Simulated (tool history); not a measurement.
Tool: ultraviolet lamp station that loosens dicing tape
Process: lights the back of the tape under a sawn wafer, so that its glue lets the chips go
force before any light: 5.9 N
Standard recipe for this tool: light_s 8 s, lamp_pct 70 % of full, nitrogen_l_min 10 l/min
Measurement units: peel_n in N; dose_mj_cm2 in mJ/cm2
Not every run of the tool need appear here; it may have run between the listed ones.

| run | hour | light_s | lamp_pct | nitrogen_l_min | peel_n | dose_mj_cm2 |
|---|---|---|---|---|---|---|
| 1 | 0.0 | 8 | 70 | 10 | 0.322 | 368 |
| 2 | 66.6 | 8 | 70 | 10 | 0.334 | 360 |
|  | 107.7 | window cleaned of glue's vapour |
| 3 | 119.2 | 8 | 70 | 10 | 0.247 | 404 |
| 4 | 182.5 | 8 | 70 | 10 | 0.266 | 401 |
| 5 | 229.2 | 8 | 70 | 10 | 0.268 | 394 |
| 6 | 269.3 | 12 | 70 | 10 | 0.107 | 586 |
| 7 | 324.8 | 12 | 70 | 10 | 0.119 | 570 |
| 8 | 371.0 | 12 | 70 | 18 | 0.088 | 557 |
| 9 | 432.7 | 8 | 99 | 10 | 0.147 | 523 |
| 10 | 476.5 | 8 | 96 | 10 | 0.161 | 492 |
| 11 | 510.7 | 8 | 96 | 10 | 0.164 | 485 |
| 12 | 550.7 | 8 | 96 | 10 | 0.171 | 478 |
| 13 | 589.3 | 8 | 96 | 10 | 0.172 | 473 |
| 14 | 654.9 | 8 | 70 | 10 | 0.418 | 333 |
| 15 | 708.7 | 8 | 70 | 10 | 0.429 | 328 |
|  | 717.5 | window cleaned of glue's vapour |
| 16 | 770.7 | 8 | 70 | 10 | 0.320 | 372 |
| 17 | 835.6 | 8 | 70 | 10 | 0.346 | 357 |
| 18 | 885.6 | 8 | 70 | 10 | 0.378 | 360 |
| 19 | 924.2 | 5 | 70 | 10 | 1.000 | 220 |
| 20 | 960.0 | 5 | 70 | 10 | 1.045 | 218 |
| 21 | 997.1 | 8 | 70 | 3 | 0.906 | 338 |
| 22 | 1060.8 | 14 | 70 | 15 | 0.098 | 577 |
| 23 | 1090.8 | 7 | 63 | 10 | 0.715 | 257 |
| 24 | 1131.0 | 7 | 63 | 10 | 0.776 | 249 |
| 25 | 1188.4 | 8 | 81 | 11 | 0.327 | 359 |
| 26 | 1215.3 | 8 | 81 | 11 | 0.327 | 355 |
| 27 | 1251.2 | 8 | 81 | 11 | 0.345 | 351 |
| 28 | 1281.4 | 8 | 81 | 11 | 0.349 | 345 |
|  | 1327.1 | window cleaned of glue's vapour |
| 29 | 1342.3 | 7 | 81 | 13 | 0.323 | 351 |
| 30 | 1401.0 | 8 | 72 | 5 | 0.618 | 345 |
| 31 | 1446.9 | 9 | 68 | 10 | 0.355 | 361 |
| 32 | 1485.8 | 9 | 68 | 10 | 0.359 | 352 |
| 33 | 1528.4 | 9 | 68 | 10 | 0.373 | 351 |
| 34 | 1562.4 | 4 | 71 | 8 | 1.788 | 161 |
| 35 | 1599.3 | 4 | 71 | 8 | 1.724 | 160 |
| 36 | 1659.7 | 4 | 71 | 8 | 1.804 | 154 |

What will run 37 give?
| 37 | 1692.7 | 4 | 71 | 8 | ? | ? |

Logged for run 37: peel_n 1.919 N, dose_mj_cm2 150 mJ/cm2.
On a tool with no hidden condition, and with the same random variation, this run would have come out at peel_n 1.104 N, dose_mj_cm2 223 mJ/cm2.

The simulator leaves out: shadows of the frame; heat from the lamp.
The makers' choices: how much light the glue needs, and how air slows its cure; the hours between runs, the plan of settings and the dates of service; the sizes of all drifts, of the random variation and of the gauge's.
